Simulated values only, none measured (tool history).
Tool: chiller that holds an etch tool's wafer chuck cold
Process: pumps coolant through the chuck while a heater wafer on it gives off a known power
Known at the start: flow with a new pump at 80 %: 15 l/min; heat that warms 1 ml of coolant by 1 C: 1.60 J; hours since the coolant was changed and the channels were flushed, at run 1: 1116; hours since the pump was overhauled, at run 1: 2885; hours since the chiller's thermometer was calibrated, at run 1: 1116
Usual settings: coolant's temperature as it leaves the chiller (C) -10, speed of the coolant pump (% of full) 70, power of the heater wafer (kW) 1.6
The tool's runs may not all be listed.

run,hour,coolant's temperature as it leaves the chiller (C),speed of the coolant pump (% of full),power of the heater wafer (kW),hours since the coolant was changed and the channels were flushed,hours since the pump was overhauled,hours since the chiller's thermometer was calibrated,chuck's temperature once it has settled (C),how much warmer the coolant comes back (C)
1,0,-10,70,1.6,1116,2885,1116,3.6,4.82
2,56.8,-10,70,1.6,1173,2942,1173,3.5,4.88
3,127.5,-10,70,1.505,1244,3013,1244,2.7,4.64
4,174.6,-10,78,1.505,1291,3060,1291,1.9,4.13
5,207.8,-10,70,1.6,1324,3093,1324,3.7,4.94
6,254.1,-10,70,1.6,1371,3139,1371,3.5,4.9
7,299.1,-10,70,1.6,1416,3184,1416,3.5,4.9
8,351.1,-10,70,1.6,1468,3236,1468,3.6,4.9
9,414,-10,70,1.934,1530,3299,1530,6.8,6
10,465.2,-10,70,1.819,1582,3350,1582,5.7,5.63
11,532.1,-10,70,1.819,1649,3417,1649,5.6,5.55
12,578,-10,76,1.6,1694,3463,1694,2.9,4.54
13,642.8,-10,76,1.6,1759,3528,1759,3.1,4.58
14,707.2,-10,76,1.6,1824,3592,1824,3,4.49
15,760.7,-10,70,2.33,1877,3646,1877,10.2,7.21
16,794,-10,70,2.33,1910,3679,1910,10.3,7.22
17,829.8,-5,70,1.552,1946,3715,1946,8.2,4.85
18,877.3,-10,78,1.096,1994,3763,1994,-1.4,3.04
19,947.7,-10,78,1.096,2064,3833,2064,-1.4,2.99
20,998.5,-10,78,1.096,2115,3884,2115,-1.5,2.97
21,1074.5,-10,73,1.104,2191,3960,2191,-0.9,3.28
22,1147.4,-1,62,1.408,2264,4033,2264,12.1,5.03
23,1191.1,-10,76,1.6,2308,4076,2308,3.1,4.6
24,1243.7,-10,67,2.168,2360,4129,2360,9.6,7.12
25,1277.6,-10,67,2.168,2394,4163,2394,9.5,7.1
26,1315.1,-12,61,1.838,2432,4200,2432,5.4,6.74
27,1352.4,-12,61,1.838,2469,4238,2469,5.5,6.8
28,1395.9,-8,66,2.322,2512,4281,2512,13,7.8
29,1437.3,-7,75,1.871,2554,4322,2554,8.5,5.43
30,1508.7,-7,75,1.871,2625,4394,2625,8.5,5.46
31,1550.6,-1,99,1.6,2667,4436,2667,10,3.41

Hidden state or all else? Some run-to-run changes of chuck's temperature once it has settled (C), split into what the settings, what came in and random variation would give without the hidden state, and what is left for the hidden state (with any gauge scatter that isn't in both results):
The hidden state here: heat passed by the chuck's channels, % of clean ones'; flow at a given pump speed, % of a new pump's; coolant's true temperature over the reading, C; drift of the gauge itself on chuck_c, C; drift of the gauge itself on warmer_back_c, C.
Run 16 -> 17: coolant's temperature as it leaves the chiller (C) -10 -> -5, power of the heater wafer (kW) 2.33 -> 1.552. chuck's temperature once it has settled (C) -2.1: hidden state -0.6, all else -1.5.
Run 17 -> 18: coolant's temperature as it leaves the chiller (C) -5 -> -10, speed of the coolant pump (% of full) 70 -> 78, power of the heater wafer (kW) 1.552 -> 1.096. chuck's temperature once it has settled (C) -9.6: hidden state -0.2, all else -9.4.
Run 21 -> 22: coolant's temperature as it leaves the chiller (C) -10 -> -1, speed of the coolant pump (% of full) 73 -> 62, power of the heater wafer (kW) 1.104 -> 1.408. chuck's temperature once it has settled (C) +13: hidden state +0.3, all else +12.7.
Run 22 -> 23: coolant's temperature as it leaves the chiller (C) -1 -> -10, speed of the coolant pump (% of full) 62 -> 76, power of the heater wafer (kW) 1.408 -> 1.6. chuck's temperature once it has settled (C) -9: hidden state +0, all else -9.
Run 23 -> 24: speed of the coolant pump (% of full) 76 -> 67, power of the heater wafer (kW) 1.6 -> 2.168. chuck's temperature once it has settled (C) +6.5: hidden state +0.6, all else +5.9.
Run 28 -> 29: coolant's temperature as it leaves the chiller (C) -8 -> -7, speed of the coolant pump (% of full) 66 -> 75, power of the heater wafer (kW) 2.322 -> 1.871. chuck's temperature once it has settled (C) -4.5: hidden state -0.6, all else -3.9.

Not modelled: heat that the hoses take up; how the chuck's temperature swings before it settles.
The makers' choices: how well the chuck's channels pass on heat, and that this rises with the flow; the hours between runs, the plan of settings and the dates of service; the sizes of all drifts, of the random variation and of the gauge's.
